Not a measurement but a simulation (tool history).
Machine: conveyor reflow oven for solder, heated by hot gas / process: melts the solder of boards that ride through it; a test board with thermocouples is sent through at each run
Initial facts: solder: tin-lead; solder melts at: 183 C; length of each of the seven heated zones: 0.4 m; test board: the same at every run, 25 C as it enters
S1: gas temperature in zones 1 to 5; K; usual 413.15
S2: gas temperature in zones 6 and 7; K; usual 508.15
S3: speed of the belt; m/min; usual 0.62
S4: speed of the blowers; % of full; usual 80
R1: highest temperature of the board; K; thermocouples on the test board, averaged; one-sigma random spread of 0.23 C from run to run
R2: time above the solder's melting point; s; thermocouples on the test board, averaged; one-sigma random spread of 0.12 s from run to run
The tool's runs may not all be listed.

Run 1, hour 0: usual settings. Result: R1 491.55 K, R2 60 s.
Run 2, hour 14.6: usual settings. Result: R1 491.15 K, R2 60.1 s.
Run 3, hour 21.8: usual settings. Result: R1 491.85 K, R2 60 s.
At hour 30.5: flux residue cleaned out of gas plates and filters.
Run 4, hour 38.9: usual settings. Result: R1 490.85 K, R2 59.3 s.
Run 5, hour 47.9: usual settings but S1 404.15 K. Result: R1 489.55 K, R2 55.1 s.
Run 6, hour 59.5: usual settings but S1 404.15 K. Result: R1 489.35 K, R2 55.2 s.
Run 7, hour 67.8: usual settings but S1 404.15 K. Result: R1 489.15 K, R2 55 s.
Run 8, hour 77.3: usual settings but S1 404.15 K, S3 0.665 m/min. Result: R1 486.85 K, R2 48.9 s.
Run 9, hour 84.8: usual settings but S3 0.622 m/min. Result: R1 490.75 K, R2 59.1 s.
Run 10, hour 93.6: usual settings but S3 0.622 m/min. Result: R1 490.55 K, R2 58.9 s.
At hour 104.6: flux residue cleaned out of gas plates and filters, once more.
Run 11, hour 112.5: usual settings but S1 423.15 K. Result: R1 494.45 K, R2 66.5 s.
Run 12, hour 127: usual settings but S1 423.15 K. Result: R1 494.65 K, R2 66.6 s.
Run 13, hour 137.7: usual settings but S1 423.15 K. Result: R1 494.75 K, R2 66.6 s.
Run 14, hour 149.1: usual settings. Result: R1 493.05 K, R2 61.7 s.
Run 15, hour 161.9: usual settings but S4 73 % of full. Result: R1 491.85 K, R2 60.1 s.
Run 16, hour 175.8: usual settings but S2 513.15 K, S4 73 % of full. Result: R1 495.95 K, R2 63 s.
Run 17, hour 188.7: usual settings but S1 401.15 K, S3 0.674 m/min. Result: R1 488.75 K, R2 49.6 s.

Forecast run 18:
Run 18, hour 199.8: usual settings but S1 402.15 K, S2 507.15 K, S4 61 % of full. Result: R1 ?, R2 ?.

R1: 484.45 K
R2: 49.9 s
With the hidden condition absent and the run-to-run variation left alone, this run would have shown R1 487.25 K, R2 52.3 s.
